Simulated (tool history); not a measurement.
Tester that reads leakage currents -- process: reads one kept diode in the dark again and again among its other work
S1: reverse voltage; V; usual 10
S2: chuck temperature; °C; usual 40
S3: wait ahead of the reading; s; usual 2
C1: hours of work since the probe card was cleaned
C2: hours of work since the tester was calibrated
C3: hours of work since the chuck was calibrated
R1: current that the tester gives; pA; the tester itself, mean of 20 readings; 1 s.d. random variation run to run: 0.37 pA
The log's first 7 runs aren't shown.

run     day   S1  S2    S3   C1    C2   C3      R1
  8   9.175   10  40     2  430  1715  561  132.11
  9  10.767   10  40     2  446  1732  577  131.25
 10  11.821   10  50     2  458  1743  589   244.4
 11  13.254   10  50     2  473  1758  604  243.93
 12  14.521   10  50     2  486  1772  617  244.08
 13  15.712   10  50     2  499  1784  630  244.97
 14  16.621   10  40  3.02  508  1794  639  131.83
 15   17.85   10  40  3.02  521  1807  652  131.61
 16   18.85   10  40  6.36  532  1817  663  132.06
 17  20.154   10  40  6.36  546  1831  677  132.11
 18  20.833   10  40  6.36  553  1838  684  131.43
 19  21.717   10  40  6.36  562  1848  693  132.72
 20  23.046   10  40  6.36  576  1862  707  131.81
 21  24.408   10  40  6.36  591  1876  722  132.17
 22  25.767  1.9  28   0.5  605  1891  736   26.43
 23  27.158  1.9  28   0.5  620  1905  751    26.5
 24  28.317  4.2  40  5.87  632  1918  763   85.16
 25  29.321  4.2  40  5.87  643  1928  774   85.41
 26  30.592  3.9  37  0.36  656  1942  787   70.38
 27  31.992  3.9  37  0.36  671  1956  802   70.26

Run 28 comes next. What will it give?
 28  32.679  2.3  43  0.83  678  1964  809   ?

R1: 76.87 pA
The same run, on a tool lacking any hidden state, would have yielded R1 72.17 pA.

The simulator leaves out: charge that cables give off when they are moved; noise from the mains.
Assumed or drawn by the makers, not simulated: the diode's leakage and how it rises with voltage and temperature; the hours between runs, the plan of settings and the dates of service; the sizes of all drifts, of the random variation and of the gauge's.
